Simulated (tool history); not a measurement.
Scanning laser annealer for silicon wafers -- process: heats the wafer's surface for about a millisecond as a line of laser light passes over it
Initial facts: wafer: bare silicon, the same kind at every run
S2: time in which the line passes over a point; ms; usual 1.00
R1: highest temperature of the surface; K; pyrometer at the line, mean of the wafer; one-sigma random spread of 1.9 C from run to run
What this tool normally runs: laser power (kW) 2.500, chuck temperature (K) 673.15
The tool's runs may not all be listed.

{"run": 1, "day": 0.0, "laser power (kW)": 2.5, "S2": 1.0, "chuck temperature (K)": 673.15, "R1": 1451.15}
{"run": 2, "day": 1.462, "laser power (kW)": 2.5, "S2": 1.0, "chuck temperature (K)": 673.15, "R1": 1450.15}
{"run": 3, "day": 2.625, "laser power (kW)": 2.5, "S2": 1.0, "chuck temperature (K)": 673.15, "R1": 1453.15}
{"run": 4, "day": 3.354, "laser power (kW)": 2.5, "S2": 1.0, "chuck temperature (K)": 673.15, "R1": 1452.15}
{"run": 5, "day": 4.146, "laser power (kW)": 2.5, "S2": 1.0, "chuck temperature (K)": 673.15, "R1": 1449.15}
{"run": 6, "day": 5.721, "laser power (kW)": 2.5, "S2": 1.0, "chuck temperature (K)": 673.15, "R1": 1446.15}
{"run": 7, "day": 6.538, "laser power (kW)": 2.5, "S2": 1.0, "chuck temperature (K)": 673.15, "R1": 1444.15}
{"run": 8, "day": 7.888, "laser power (kW)": 2.5, "S2": 1.0, "chuck temperature (K)": 673.15, "R1": 1445.15}
{"run": 9, "day": 9.254, "laser power (kW)": 2.5, "S2": 1.0, "chuck temperature (K)": 647.15, "R1": 1417.15}
{"run": 10, "day": 10.412, "laser power (kW)": 2.5, "S2": 1.0, "chuck temperature (K)": 647.15, "R1": 1416.15}
{"run": 11, "day": 11.246, "laser power (kW)": 2.5, "S2": 1.0, "chuck temperature (K)": 647.15, "R1": 1418.15}
{"run": 12, "day": 12.083, "laser power (kW)": 2.5, "S2": 1.0, "chuck temperature (K)": 647.15, "R1": 1417.15}
{"run": 13, "day": 12.925, "laser power (kW)": 2.5, "S2": 0.71, "chuck temperature (K)": 673.15, "R1": 1322.15}
{"run": 14, "day": 14.021, "laser power (kW)": 2.5, "S2": 0.71, "chuck temperature (K)": 673.15, "R1": 1322.15}
{"run": 15, "day": 15.729, "laser power (kW)": 2.5, "S2": 1.0, "chuck temperature (K)": 673.15, "R1": 1442.15}
{"run": 16, "day": 17.346, "laser power (kW)": 2.5, "S2": 1.0, "chuck temperature (K)": 673.15, "R1": 1439.15}
{"run": 17, "day": 18.579, "laser power (kW)": 2.5, "S2": 1.0, "chuck temperature (K)": 639.15, "R1": 1409.15}
{"run": 18, "day": 20.129, "laser power (kW)": 2.5, "S2": 1.0, "chuck temperature (K)": 639.15, "R1": 1399.15}
{"run": 19, "day": 21.625, "laser power (kW)": 2.5, "S2": 0.82, "chuck temperature (K)": 673.15, "R1": 1365.15}
{"run": 20, "day": 22.867, "laser power (kW)": 2.248, "S2": 0.74, "chuck temperature (K)": 699.15, "R1": 1286.15}
{"run": 21, "day": 24.046, "laser power (kW)": 2.248, "S2": 0.74, "chuck temperature (K)": 699.15, "R1": 1286.15}
{"run": 22, "day": 25.4, "laser power (kW)": 2.248, "S2": 0.74, "chuck temperature (K)": 699.15, "R1": 1285.15}
{"run": 23, "day": 26.562, "laser power (kW)": 2.248, "S2": 0.74, "chuck temperature (K)": 699.15, "R1": 1287.15}
{"run": 24, "day": 27.758, "laser power (kW)": 2.651, "S2": 1.03, "chuck temperature (K)": 673.15, "R1": 1492.15}
{"run": 25, "day": 29.229, "laser power (kW)": 2.413, "S2": 1.0, "chuck temperature (K)": 695.15, "R1": 1425.15}
{"run": 26, "day": 30.338, "laser power (kW)": 2.279, "S2": 1.0, "chuck temperature (K)": 653.15, "R1": 1341.15}
{"run": 27, "day": 31.396, "laser power (kW)": 2.643, "S2": 1.15, "chuck temperature (K)": 661.15, "R1": 1523.15}
{"run": 28, "day": 32.821, "laser power (kW)": 2.643, "S2": 1.15, "chuck temperature (K)": 661.15, "R1": 1522.15}
{"run": 29, "day": 34.462, "laser power (kW)": 2.707, "S2": 0.77, "chuck temperature (K)": 654.15, "R1": 1370.15}
{"run": 30, "day": 36.162, "laser power (kW)": 2.707, "S2": 0.89, "chuck temperature (K)": 654.15, "R1": 1426.15}
{"run": 31, "day": 37.017, "laser power (kW)": 2.647, "S2": 0.89, "chuck temperature (K)": 654.15, "R1": 1406.15}
{"run": 32, "day": 38.733, "laser power (kW)": 2.647, "S2": 0.89, "chuck temperature (K)": 654.15, "R1": 1412.15}

Each row is a separate what-if for the run after 32, all from the same tool condition, not one after another. Results?
{"run": "A", "day": 39.854, "laser power (kW)": 2.647, "S2": 1.02, "chuck temperature (K)": 654.15, "R1": "?"}
{"run": "B", "day": 39.854, "laser power (kW)": 2.319, "S2": 1.0, "chuck temperature (K)": 673.15, "R1": "?"}
{"run": "C", "day": 39.854, "laser power (kW)": 2.647, "S2": 0.89, "chuck temperature (K)": 637.15, "R1": "?"}
{"run": "D", "day": 39.854, "laser power (kW)": 2.647, "S2": 0.89, "chuck temperature (K)": 704.15, "R1": "?"}
{"run": "E", "day": 39.854, "laser power (kW)": 2.5, "S2": 1.0, "chuck temperature (K)": 648.15, "R1": "?"}

run=A R1=1457.15
run=B R1=1368.15
run=C R1=1390.15
run=D R1=1454.15
run=E R1=1398.15
Without the tool's unlogged condition, the same runs would have read:
run=A R1=1511.15
run=B R1=1414.15
run=C R1=1440.15
run=D R1=1505.15
run=E R1=1449.15
